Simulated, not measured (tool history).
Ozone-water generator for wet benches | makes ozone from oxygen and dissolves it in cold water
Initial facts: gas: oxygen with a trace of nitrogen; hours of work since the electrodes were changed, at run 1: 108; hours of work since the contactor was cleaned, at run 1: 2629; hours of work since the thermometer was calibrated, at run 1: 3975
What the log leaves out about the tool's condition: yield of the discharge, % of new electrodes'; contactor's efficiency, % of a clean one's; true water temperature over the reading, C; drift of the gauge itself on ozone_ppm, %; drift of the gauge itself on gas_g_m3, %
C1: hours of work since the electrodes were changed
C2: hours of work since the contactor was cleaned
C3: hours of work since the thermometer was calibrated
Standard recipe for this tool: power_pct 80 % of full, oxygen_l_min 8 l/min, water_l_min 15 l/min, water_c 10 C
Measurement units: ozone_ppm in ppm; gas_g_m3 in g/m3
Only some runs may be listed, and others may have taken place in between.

Run 1, hour 0: usual settings; C1 108; C2 2629; C3 3975. Result: ozone_ppm 34.4 ppm, gas_g_m3 231.6 g/m3.
Run 2, hour 21.6: usual settings but water_c 15 C; C1 130; C2 2650; C3 3996. Result: ozone_ppm 31.4 ppm, gas_g_m3 230.3 g/m3.
Run 3, hour 50.7: usual settings but water_c 15 C; C1 159; C2 2679; C3 4025. Result: ozone_ppm 31.5 ppm, gas_g_m3 233.5 g/m3.
Run 4, hour 74.5: usual settings but water_c 15 C; C1 182; C2 2703; C3 4049. Result: ozone_ppm 31.1 ppm, gas_g_m3 234.8 g/m3.
Run 5, hour 105.3: usual settings but oxygen_l_min 8.12 l/min; C1 213; C2 2734; C3 4080. Result: ozone_ppm 34.1 ppm, gas_g_m3 229.7 g/m3.
Run 6, hour 120.5: usual settings but oxygen_l_min 7.43 l/min; C1 229; C2 2749; C3 4095. Result: ozone_ppm 34.1 ppm, gas_g_m3 239.2 g/m3.
Run 7, hour 153.9: usual settings; C1 262; C2 2782; C3 4128. Result: ozone_ppm 34.6 ppm, gas_g_m3 231.3 g/m3.
Run 8, hour 171.1: usual settings but water_c 13 C; C1 279; C2 2799; C3 4145. Result: ozone_ppm 32.9 ppm, gas_g_m3 229.3 g/m3.
Run 9, hour 190.7: usual settings but water_c 13 C; C1 299; C2 2819; C3 4165. Result: ozone_ppm 32.4 ppm, gas_g_m3 230.3 g/m3.
Run 10, hour 220.6: usual settings; C1 328; C2 2849; C3 4195. Result: ozone_ppm 34.6 ppm, gas_g_m3 230.7 g/m3.
Run 11, hour 241.2: usual settings; C1 349; C2 2870; C3 4216. Result: ozone_ppm 33.7 ppm, gas_g_m3 231.1 g/m3.
Run 12, hour 266.3: usual settings; C1 374; C2 2895; C3 4241. Result: ozone_ppm 34.4 ppm, gas_g_m3 230 g/m3.
Run 13, hour 291.9: usual settings; C1 400; C2 2920; C3 4266. Result: ozone_ppm 34.9 ppm, gas_g_m3 231.1 g/m3.
Run 14, hour 313.7: usual settings; C1 421; C2 2942; C3 4288. Result: ozone_ppm 34.2 ppm, gas_g_m3 231 g/m3.
Run 15, hour 345.7: usual settings; C1 453; C2 2974; C3 4320. Result: ozone_ppm 34.1 ppm, gas_g_m3 229.1 g/m3.
Run 16, hour 370.2: usual settings; C1 478; C2 2998; C3 4344. Result: ozone_ppm 34.2 ppm, gas_g_m3 230.1 g/m3.
Run 17, hour 391.3: usual settings; C1 499; C2 3019; C3 4365. Result: ozone_ppm 34.1 ppm, gas_g_m3 231.2 g/m3.

The next listed run, before its measurement:
Run 18, hour 423.9: usual settings but power_pct 43 % of full, water_l_min 22 l/min; C1 531; C2 3052; C3 4398. Result: ozone_ppm ?, gas_g_m3 ?.

ozone_ppm: 15.1 ppm
gas_g_m3: 134.1 g/m3
On a tool with no hidden condition, and with the same random variation, this run would have come out at ozone_ppm 15.6 ppm, gas_g_m3 134.7 g/m3.

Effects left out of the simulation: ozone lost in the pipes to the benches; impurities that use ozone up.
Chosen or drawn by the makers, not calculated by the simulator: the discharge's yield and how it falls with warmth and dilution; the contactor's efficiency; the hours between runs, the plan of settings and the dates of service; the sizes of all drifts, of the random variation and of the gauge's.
